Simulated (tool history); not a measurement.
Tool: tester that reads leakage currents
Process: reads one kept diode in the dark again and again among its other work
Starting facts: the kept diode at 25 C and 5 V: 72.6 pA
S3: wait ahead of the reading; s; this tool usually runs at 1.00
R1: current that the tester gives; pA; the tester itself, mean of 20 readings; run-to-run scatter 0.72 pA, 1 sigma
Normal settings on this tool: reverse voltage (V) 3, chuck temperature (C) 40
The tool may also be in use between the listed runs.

{"run": 1, "hour": 0.0, "reverse voltage (V)": 3, "chuck temperature (C)": 40, "S3": 1.0, "R1": 237.93}
{"run": 2, "hour": 131.3, "reverse voltage (V)": 3, "chuck temperature (C)": 40, "S3": 1.0, "R1": 238.11}
{"run": 3, "hour": 363.0, "reverse voltage (V)": 3, "chuck temperature (C)": 40, "S3": 1.0, "R1": 239.18}
{"run": 4, "hour": 585.2, "reverse voltage (V)": 3, "chuck temperature (C)": 40, "S3": 1.0, "R1": 240.59}
{"run": 5, "hour": 702.5, "reverse voltage (V)": 3, "chuck temperature (C)": 40, "S3": 1.0, "R1": 239.32}
{"run": 6, "hour": 861.1, "reverse voltage (V)": 3, "chuck temperature (C)": 40, "S3": 1.0, "R1": 240.02}
{"run": 7, "hour": 1000.5, "reverse voltage (V)": 3, "chuck temperature (C)": 27, "S3": 1.0, "R1": 75.02}
{"hour": 1158.7, "done": "chuck's temperature calibrated"}
{"run": 8, "hour": 1250.6, "reverse voltage (V)": 3, "chuck temperature (C)": 28, "S3": 6.96, "R1": 82.02}
{"run": 9, "hour": 1409.6, "reverse voltage (V)": 3, "chuck temperature (C)": 34, "S3": 4.91, "R1": 141.82}

For run 10, what comes out?
{"run": 10, "hour": 1577.9, "reverse voltage (V)": 3, "chuck temperature (C)": 43, "S3": 1.79, "R1": "?"}

{"run 10": {"R1": 306.83}}
With the hidden condition absent and the run-to-run variation left alone, this run would have shown R1 306.82 pA.
